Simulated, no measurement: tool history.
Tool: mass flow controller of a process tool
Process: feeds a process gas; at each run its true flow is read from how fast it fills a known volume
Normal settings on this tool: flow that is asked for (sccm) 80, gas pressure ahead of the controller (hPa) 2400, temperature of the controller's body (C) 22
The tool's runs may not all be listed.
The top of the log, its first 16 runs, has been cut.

run,day,flow that is asked for (sccm),gas pressure ahead of the controller (hPa),temperature of the controller's body (C),hours of work since the controller was set to zero,hours of work since the controller was changed,true flow (%)
17,180.817,80,2400,22,2526,7138,98.52
18,192.796,80,2400,22,2680,7292,98.57
19,200.625,123,1640,31,2781,7393,98.69
# day 207.808: gauge calibrated
20,213.338,196,2400,26,2945,7556,99.66
21,221.642,196,2400,26,3052,7663,99.64
22,233.029,25,2660,21,3198,7810,99.17
23,239.004,25,1720,29,3275,7887,99.59
24,251.925,25,2120,29,3442,8053,99.15
25,263.725,80,1950,36,3594,8205,99.12
26,276.838,26,2070,32,3763,8374,98.96
27,283.479,26,2070,32,3848,8460,99.01
28,293.383,80,2330,28,3976,8587,99
29,303.175,80,1670,21,4102,8713,99.84
30,317.742,80,1670,21,4289,8901,99.63
31,326.229,80,2100,22,4399,9010,99.27
# day 328.075: controller's zero set anew
32,333.638,127,1950,26,72,9105,99.08
# day 339.254: controller exchanged for a calibrated one
33,344.3,127,1950,26,65,65,99.1
# day 354.454: gauge calibrated
34,357.308,127,1950,26,232,232,99.98

5 ways to go on from here, each from the tool as it stands after run 34. What would each give?
A,365.267,116,2180,21,335,335,?
B,365.267,80,1760,22,335,335,?
C,365.267,80,2400,37,335,335,?
D,365.267,127,2070,26,335,335,?
E,365.267,66,1450,23,335,335,?

run,true flow (%)
A,99.79
B,100.04
C,99.05
D,99.77
E,100.21
With no hidden state in the tool, these same runs would have given:
run,true flow (%)
A,99.85
B,100.1
C,99.11
D,99.83
E,100.27

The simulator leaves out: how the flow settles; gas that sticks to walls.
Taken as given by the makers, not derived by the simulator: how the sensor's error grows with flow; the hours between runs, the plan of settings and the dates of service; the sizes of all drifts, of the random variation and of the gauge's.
